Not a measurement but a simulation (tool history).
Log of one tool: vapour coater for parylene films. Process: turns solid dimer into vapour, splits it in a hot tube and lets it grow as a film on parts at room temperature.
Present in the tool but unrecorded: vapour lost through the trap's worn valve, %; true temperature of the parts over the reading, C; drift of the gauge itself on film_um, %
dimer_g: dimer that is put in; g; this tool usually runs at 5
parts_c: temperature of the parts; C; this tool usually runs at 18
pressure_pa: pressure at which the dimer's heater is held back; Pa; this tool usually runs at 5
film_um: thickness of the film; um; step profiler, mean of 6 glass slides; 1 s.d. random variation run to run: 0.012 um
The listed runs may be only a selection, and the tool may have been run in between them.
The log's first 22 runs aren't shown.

run,hour,dimer_g,parts_c,pressure_pa,hours of work since the trap's valve was overhauled,hours of work since the table's thermometer was calibrated,film_um
# hour 848.9: trap's valve overhauled
23,889.5,5,18,5,27,1521,0.76
24,930,3,24,6.8,55,1548,0.39
25,980.9,5,24,2.35,89,1583,0.72
26,1034.7,5,24,2.35,125,1619,0.7
27,1090.3,2,18,4.72,163,1656,0.27
28,1142.8,2,26,5.95,198,1692,0.25
29,1188.3,2,26,5.95,229,1723,0.24
30,1216,2,18,2.17,248,1741,0.3
31,1255.5,2,19,11.94,274,1768,0.24

What does the tool deliver on the next run?
32,1308.7,2,19,11.94,310,1804,?

film_um: 0.25 um
Minus the tool's unlogged condition, the same run would have read film_um 0.28 um.

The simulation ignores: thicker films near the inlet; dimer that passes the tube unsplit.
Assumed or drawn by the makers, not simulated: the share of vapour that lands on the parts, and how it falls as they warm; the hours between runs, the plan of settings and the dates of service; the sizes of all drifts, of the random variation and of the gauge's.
